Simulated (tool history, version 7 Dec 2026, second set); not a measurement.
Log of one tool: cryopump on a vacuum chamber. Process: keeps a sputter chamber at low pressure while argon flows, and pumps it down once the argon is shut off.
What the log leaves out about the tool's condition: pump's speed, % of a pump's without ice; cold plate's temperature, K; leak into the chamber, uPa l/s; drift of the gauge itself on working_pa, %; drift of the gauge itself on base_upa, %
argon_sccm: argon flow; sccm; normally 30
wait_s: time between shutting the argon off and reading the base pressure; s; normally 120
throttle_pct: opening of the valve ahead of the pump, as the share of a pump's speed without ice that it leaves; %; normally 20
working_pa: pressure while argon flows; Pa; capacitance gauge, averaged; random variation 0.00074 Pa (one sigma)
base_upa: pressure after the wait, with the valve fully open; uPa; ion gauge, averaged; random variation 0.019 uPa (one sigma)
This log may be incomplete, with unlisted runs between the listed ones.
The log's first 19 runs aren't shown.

| run | hour | argon_sccm | wait_s | throttle_pct | hours of work since the pump was warmed up and emptied | hours of work since the cold head was overhauled | hours of work since the chamber's fittings were tightened | working_pa | base_upa |
|---|---|---|---|---|---|---|---|---|---|
| 20 | 546.4 | 15 | 120 | 40 | 909 | 909 | 597 | 0.0397 | 0.93 |
| 21 | 576.3 | 15 | 120 | 40 | 926 | 926 | 614 | 0.0394 | 0.94 |
| 22 | 615.1 | 15 | 120 | 40 | 948 | 948 | 636 | 0.0404 | 0.93 |
| 23 | 656.2 | 15 | 51 | 21 | 971 | 971 | 659 | 0.0704 | 1.83 |
| 24 | 678.2 | 15 | 51 | 21 | 984 | 984 | 672 | 0.0713 | 1.83 |
| 25 | 698.8 | 15 | 51 | 21 | 995 | 995 | 684 | 0.0712 | 1.86 |
| 26 | 715.6 | 30 | 120 | 60 | 1005 | 1005 | 693 | 0.0592 | 0.94 |
| 27 | 735.1 | 22 | 120 | 60 | 1016 | 1016 | 704 | 0.0432 | 0.97 |
| 28 | 772 | 20 | 102 | 38 | 1037 | 1037 | 725 | 0.0569 | 1.11 |
|  | 794.9 | pump warmed up, emptied and cooled again |
| 29 | 800 | 30 | 272 | 54 | 3 | 1050 | 738 | 0.0505 | 0.51 |
| 30 | 833.4 | 40 | 52 | 19 | 22 | 1069 | 757 | 0.1906 | 1.74 |

What will run 31 give?
| 31 | 857.3 | 25 | 29 | 20 | 35 | 1082 | 771 | ? | ? |

working_pa: 0.1133 Pa
base_upa: 2.93 uPa
Had the tool carried no hidden state, the very same run would have given working_pa 0.1126 Pa, base_upa 2.87 uPa.
